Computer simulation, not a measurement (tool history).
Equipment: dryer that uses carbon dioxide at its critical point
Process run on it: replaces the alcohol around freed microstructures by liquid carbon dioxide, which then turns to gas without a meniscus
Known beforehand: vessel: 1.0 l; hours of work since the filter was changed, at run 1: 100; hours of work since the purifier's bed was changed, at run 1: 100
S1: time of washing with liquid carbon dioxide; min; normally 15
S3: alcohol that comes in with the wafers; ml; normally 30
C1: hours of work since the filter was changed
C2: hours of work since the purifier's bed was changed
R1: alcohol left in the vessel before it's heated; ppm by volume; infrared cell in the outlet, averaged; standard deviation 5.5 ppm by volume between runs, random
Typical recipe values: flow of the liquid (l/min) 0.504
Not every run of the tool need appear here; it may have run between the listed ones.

run 1 hour=0.0 | S1=15 flow_of_the_liquid_(l/min)=0.504 S3=30 | C1=100 C2=100 | R1=212
run 2 hour=5.7 | S1=15 flow_of_the_liquid_(l/min)=0.504 S3=30 | C1=103 C2=103 | R1=205
run 3 hour=10.2 | S1=15 flow_of_the_liquid_(l/min)=0.504 S3=30 | C1=106 C2=106 | R1=207
run 4 hour=19.5 | S1=15 flow_of_the_liquid_(l/min)=0.504 S3=30 | C1=112 C2=112 | R1=221
run 5 hour=25.9 | S1=15 flow_of_the_liquid_(l/min)=0.566 S3=30 | C1=116 C2=116 | R1=143
run 6 hour=31.5 | S1=15 flow_of_the_liquid_(l/min)=0.566 S3=30 | C1=119 C2=119 | R1=143
run 7 hour=36.2 | S1=15 flow_of_the_liquid_(l/min)=0.504 S3=30 | C1=122 C2=122 | R1=221
run 8 hour=43.0 | S1=15 flow_of_the_liquid_(l/min)=0.504 S3=30 | C1=126 C2=126 | R1=214
run 9 hour=48.2 | S1=15 flow_of_the_liquid_(l/min)=0.504 S3=30 | C1=130 C2=130 | R1=223
run 10 hour=56.3 | S1=15 flow_of_the_liquid_(l/min)=0.504 S3=30 | C1=135 C2=135 | R1=227
run 11 hour=61.5 | S1=15 flow_of_the_liquid_(l/min)=0.504 S3=81 | C1=138 C2=138 | R1=512
run 12 hour=68.3 | S1=16 flow_of_the_liquid_(l/min)=0.458 S3=76 | C1=142 C2=142 | R1=565
run 13 hour=75.6 | S1=14 flow_of_the_liquid_(l/min)=0.346 S3=76 | C1=147 C2=147 | R1=2749
run 14 hour=81.1 | S1=15 flow_of_the_liquid_(l/min)=0.386 S3=30 | C1=150 C2=150 | R1=647
run 15 hour=85.0 | S1=15 flow_of_the_liquid_(l/min)=0.386 S3=30 | C1=153 C2=153 | R1=635
run 16 hour=91.9 | S1=15 flow_of_the_liquid_(l/min)=0.386 S3=30 | C1=157 C2=157 | R1=645
run 17 hour=100.7 | S1=13 flow_of_the_liquid_(l/min)=0.504 S3=42 | C1=162 C2=162 | R1=556
run 18 hour=109.8 | S1=11 flow_of_the_liquid_(l/min)=0.329 S3=110 | C1=168 C2=168 | R1=9147
run 19 hour=116.2 | S1=11 flow_of_the_liquid_(l/min)=0.747 S3=110 | C1=172 C2=172 | R1=494
run 20 hour=122.3 | S1=21 flow_of_the_liquid_(l/min)=0.747 S3=42 | C1=176 C2=176 | R1=76

Here are 4 independent what-if runs from the current tool condition. What would each one return?
run A hour=127.4 | S1=9 flow_of_the_liquid_(l/min)=0.747 S3=42 | C1=179 C2=179 | R1=?
run B hour=127.4 | S1=15 flow_of_the_liquid_(l/min)=0.337 S3=30 | C1=179 C2=179 | R1=?
run C hour=127.4 | S1=21 flow_of_the_liquid_(l/min)=0.504 S3=30 | C1=179 C2=179 | R1=?
run D hour=127.4 | S1=17 flow_of_the_liquid_(l/min)=0.781 S3=47 | C1=179 C2=179 | R1=?

run=A R1=533
run=B R1=1032
run=C R1=88
run=D R1=86
The same runs, with their run-to-run variation unchanged, on a tool lacking any hidden condition would have given:
run=A R1=388
run=B R1=837
run=C R1=13
run=D R1=16

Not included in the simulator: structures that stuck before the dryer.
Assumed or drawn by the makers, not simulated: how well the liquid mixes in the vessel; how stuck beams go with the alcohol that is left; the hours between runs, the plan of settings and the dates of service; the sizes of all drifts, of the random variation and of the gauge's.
